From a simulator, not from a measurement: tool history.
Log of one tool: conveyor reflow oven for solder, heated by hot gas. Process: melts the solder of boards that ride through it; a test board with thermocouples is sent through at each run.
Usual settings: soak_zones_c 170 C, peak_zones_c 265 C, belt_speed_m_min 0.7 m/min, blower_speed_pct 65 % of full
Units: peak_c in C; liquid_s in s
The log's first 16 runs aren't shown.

{"run": 17, "hour": 278.4, "soak_zones_c": 170, "peak_zones_c": 265, "belt_speed_m_min": 0.7, "blower_speed_pct": 87, "peak_c": 257, "liquid_s": 48.7}
{"run": 18, "hour": 290.9, "soak_zones_c": 170, "peak_zones_c": 265, "belt_speed_m_min": 0.689, "blower_speed_pct": 82, "peak_c": 256.5, "liquid_s": 49}
{"run": 19, "hour": 307.2, "soak_zones_c": 170, "peak_zones_c": 265, "belt_speed_m_min": 0.7, "blower_speed_pct": 61, "peak_c": 251.9, "liquid_s": 44.7}
{"run": 20, "hour": 322.2, "soak_zones_c": 166, "peak_zones_c": 272, "belt_speed_m_min": 0.83, "blower_speed_pct": 62, "peak_c": 251.5, "liquid_s": 35.8}
{"run": 21, "hour": 338.4, "soak_zones_c": 181, "peak_zones_c": 265, "belt_speed_m_min": 0.7, "blower_speed_pct": 66, "peak_c": 254.7, "liquid_s": 49.9}
{"run": 22, "hour": 358.7, "soak_zones_c": 179, "peak_zones_c": 264, "belt_speed_m_min": 0.7, "blower_speed_pct": 66, "peak_c": 253.6, "liquid_s": 48.8}
{"run": 23, "hour": 377.0, "soak_zones_c": 179, "peak_zones_c": 280, "belt_speed_m_min": 0.579, "blower_speed_pct": 66, "peak_c": 272.9, "liquid_s": 68.5}
{"run": 24, "hour": 401.3, "soak_zones_c": 179, "peak_zones_c": 280, "belt_speed_m_min": 0.579, "blower_speed_pct": 66, "peak_c": 273, "liquid_s": 69.1}
{"run": 25, "hour": 423.9, "soak_zones_c": 170, "peak_zones_c": 265, "belt_speed_m_min": 0.837, "blower_speed_pct": 69, "peak_c": 247.9, "liquid_s": 34.5}
{"run": 26, "hour": 448.6, "soak_zones_c": 170, "peak_zones_c": 279, "belt_speed_m_min": 0.837, "blower_speed_pct": 69, "peak_c": 259.9, "liquid_s": 40.3}
{"run": 27, "hour": 465.7, "soak_zones_c": 156, "peak_zones_c": 270, "belt_speed_m_min": 0.837, "blower_speed_pct": 73, "peak_c": 250.4, "liquid_s": 33.4}
{"run": 28, "hour": 481.3, "soak_zones_c": 170, "peak_zones_c": 265, "belt_speed_m_min": 0.654, "blower_speed_pct": 82, "peak_c": 257.7, "liquid_s": 52.4}
{"run": 29, "hour": 492.4, "soak_zones_c": 170, "peak_zones_c": 265, "belt_speed_m_min": 0.654, "blower_speed_pct": 82, "peak_c": 257.7, "liquid_s": 52.6}
{"run": 30, "hour": 512.3, "soak_zones_c": 166, "peak_zones_c": 267, "belt_speed_m_min": 0.575, "blower_speed_pct": 76, "peak_c": 261.3, "liquid_s": 61.2}

5 ways to go on from here, each from the tool as it stands after run 30. What would each give?
{"run": "A", "hour": 535.6, "soak_zones_c": 166, "peak_zones_c": 267, "belt_speed_m_min": 0.575, "blower_speed_pct": 88, "peak_c": "?", "liquid_s": "?"}
{"run": "B", "hour": 535.6, "soak_zones_c": 170, "peak_zones_c": 265, "belt_speed_m_min": 0.83, "blower_speed_pct": 65, "peak_c": "?", "liquid_s": "?"}
{"run": "C", "hour": 535.6, "soak_zones_c": 170, "peak_zones_c": 265, "belt_speed_m_min": 0.646, "blower_speed_pct": 65, "peak_c": "?", "liquid_s": "?"}
{"run": "D", "hour": 535.6, "soak_zones_c": 173, "peak_zones_c": 267, "belt_speed_m_min": 0.575, "blower_speed_pct": 68, "peak_c": "?", "liquid_s": "?"}
{"run": "E", "hour": 535.6, "soak_zones_c": 178, "peak_zones_c": 275, "belt_speed_m_min": 0.7, "blower_speed_pct": 80, "peak_c": "?", "liquid_s": "?"}

run=A peak_c=262.6 liquid_s=62.3
run=B peak_c=247 liquid_s=34.3
run=C peak_c=255.1 liquid_s=51.2
run=D peak_c=260.6 liquid_s=62.5
run=E peak_c=265.6 liquid_s=54.3
Without the tool's hidden state the same runs would have given:
run=A peak_c=260.4 liquid_s=59.9
run=B peak_c=245 liquid_s=32.3
run=C peak_c=252.9 liquid_s=48.8
run=D peak_c=258.3 liquid_s=59.8
run=E peak_c=263.6 liquid_s=52.1
